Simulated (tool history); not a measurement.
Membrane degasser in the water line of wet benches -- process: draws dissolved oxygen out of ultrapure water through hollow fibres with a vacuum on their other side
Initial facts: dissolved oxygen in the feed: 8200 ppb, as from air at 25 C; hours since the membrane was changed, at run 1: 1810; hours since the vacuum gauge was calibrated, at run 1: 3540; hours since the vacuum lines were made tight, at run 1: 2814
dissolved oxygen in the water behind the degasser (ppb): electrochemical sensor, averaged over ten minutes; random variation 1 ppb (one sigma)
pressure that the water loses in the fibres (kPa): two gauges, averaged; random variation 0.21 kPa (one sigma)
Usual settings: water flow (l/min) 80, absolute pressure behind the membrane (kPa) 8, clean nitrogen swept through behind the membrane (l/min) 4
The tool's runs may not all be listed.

run,day,water flow (l/min),absolute pressure behind the membrane (kPa),clean nitrogen swept through behind the membrane (l/min),hours since the membrane was changed,hours since the vacuum gauge was calibrated,hours since the vacuum lines were made tight,dissolved oxygen in the water behind the degasser (ppb),pressure that the water loses in the fibres (kPa)
1,0,80,8,4,1810,3540,2814,210.5,49.04
2,5.212,80,8,4,1935,3665,2940,210.8,48.95
3,8.283,80,8,4,2009,3739,3013,210.2,49.14
4,11.962,93,8,4,2097,3827,3102,243.3,56.72
5,14.979,93,8,4,2169,3900,3174,244,56.24
6,18.938,80,8,4,2265,3995,3269,211,49.41
# day 24.504: vacuum gauge calibrated
7,24.754,80,8,4,2404,6,3408,210.3,48.49
8,28.604,56,8,4,2496,98,3500,153,33.84
9,32.954,56,8,4,2600,203,3605,153.7,34.02
10,38.267,106,8,5.96,2728,330,3732,193.4,64.13
11,44.05,117,18.02,1.66,2867,469,3871,1561.6,70.39
12,46.604,117,18.02,1.66,2928,530,3932,1563.4,70.56
13,51.467,76,5.87,4,3045,647,4049,113.3,45.63
14,56.538,76,5.87,4,3166,769,4171,113.5,45.67

Below are 5 alternative next runs, each starting from the tool's condition after run 14. Predict each:
A,61.271,80,8,6.07,3280,882,4284,?,?
B,61.271,76,5.87,7.83,3280,882,4284,?,?
C,61.271,62,5.94,1.76,3280,882,4284,?,?
D,61.271,85,17.31,3.03,3280,882,4284,?,?
E,61.271,80,8,5.68,3280,882,4284,?,?

run,dissolved oxygen in the water behind the degasser (ppb),pressure that the water loses in the fibres (kPa)
A,145.4,48.2
B,63.2,45.63
C,192.4,37.32
D,779.2,51.23
E,155.2,48.23
Without the tool's unlogged condition, the same runs would have read:
run,dissolved oxygen in the water behind the degasser (ppb),pressure that the water loses in the fibres (kPa)
A,145.4,49.35
B,63.2,46.73
C,192.3,38.21
D,779.2,52.45
E,155.2,49.38
